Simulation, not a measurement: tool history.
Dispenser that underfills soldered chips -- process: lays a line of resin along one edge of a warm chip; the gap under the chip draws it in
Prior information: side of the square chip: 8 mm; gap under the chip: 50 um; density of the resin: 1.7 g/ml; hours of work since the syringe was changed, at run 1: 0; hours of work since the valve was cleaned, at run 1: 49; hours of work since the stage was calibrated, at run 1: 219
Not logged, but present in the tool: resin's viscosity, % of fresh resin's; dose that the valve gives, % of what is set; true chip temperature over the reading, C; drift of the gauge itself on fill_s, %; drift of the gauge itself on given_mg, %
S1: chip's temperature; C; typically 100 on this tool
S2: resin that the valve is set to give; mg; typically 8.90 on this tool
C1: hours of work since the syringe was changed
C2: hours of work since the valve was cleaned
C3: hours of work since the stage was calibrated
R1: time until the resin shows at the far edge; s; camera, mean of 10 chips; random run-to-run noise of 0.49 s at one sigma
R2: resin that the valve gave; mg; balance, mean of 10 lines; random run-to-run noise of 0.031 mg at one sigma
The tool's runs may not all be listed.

Run 1, hour 0.0: usual settings; C1 0; C2 49; C3 219. Result: R1 37.7 s, R2 8.47 mg.
Run 2, hour 5.7: usual settings but S1 89 C; C1 4; C2 53; C3 223. Result: R1 84.1 s, R2 8.50 mg.
At hour 9.4: new syringe of resin.
At hour 16.4: dispensing valve cleaned and set on the balance.
At hour 19.9: new syringe of resin.
Run 3, hour 20.0: usual settings; C1 0; C2 2; C3 232. Result: R1 36.9 s, R2 8.78 mg.
At hour 30.0: new syringe of resin.
Run 4, hour 31.2: usual settings; C1 1; C2 10; C3 239. Result: R1 38.6 s, R2 8.78 mg.
At hour 39.7: new syringe of resin.
Run 5, hour 42.4: usual settings; C1 2; C2 17; C3 247. Result: R1 41.2 s, R2 8.72 mg.
Run 6, hour 48.7: usual settings but S1 86 C; C1 6; C2 22; C3 251. Result: R1 112.6 s, R2 8.68 mg.
At hour 49.7: new syringe of resin.
At hour 60.0: new syringe of resin.
Run 7, hour 60.0: usual settings but S1 86 C; C1 0; C2 29; C3 258. Result: R1 70.8 s, R2 8.61 mg.
At hour 70.3: new syringe of resin.
Run 8, hour 72.3: usual settings but S1 86 C, S2 8.09 mg; C1 1; C2 37; C3 267. Result: R1 79.0 s, R2 7.81 mg.
Run 9, hour 78.2: usual settings but S1 86 C, S2 8.09 mg; C1 5; C2 41; C3 271. Result: R1 106.9 s, R2 7.74 mg.
At hour 80.1: new syringe of resin.
At hour 89.8: new syringe of resin.
Run 10, hour 89.8: usual settings but S1 99 C, S2 10.98 mg; C1 0; C2 49; C3 278. Result: R1 36.8 s, R2 10.43 mg.
At hour 100.0: new syringe of resin.
Run 11, hour 100.0: usual settings but S1 114 C; C1 0; C2 56; C3 285. Result: R1 19.6 s, R2 8.35 mg.
At hour 106.7: dispensing valve cleaned and set on the balance.
At hour 110.6: new syringe of resin.
Run 12, hour 110.6: usual settings but S1 114 C; C1 0; C2 3; C3 291. Result: R1 19.9 s, R2 8.85 mg.
Run 13, hour 119.6: usual settings but S1 89 C; C1 6; C2 9; C3 298. Result: R1 95.1 s, R2 8.81 mg.

Predict the results of run 14:
At hour 120.9: new syringe of resin.
At hour 130.6: new syringe of resin.
Run 14, hour 131.6: usual settings but S1 88 C, S2 7.68 mg; C1 1; C2 16; C3 305. Result: R1 ?, R2 ?.

{"run 14": {"R1": 68.5, "R2": 7.56}}
Take away the tool's hidden state, keep the run-to-run variation as it was, and the same run would have given R1 71.2 s, R2 7.68 mg.

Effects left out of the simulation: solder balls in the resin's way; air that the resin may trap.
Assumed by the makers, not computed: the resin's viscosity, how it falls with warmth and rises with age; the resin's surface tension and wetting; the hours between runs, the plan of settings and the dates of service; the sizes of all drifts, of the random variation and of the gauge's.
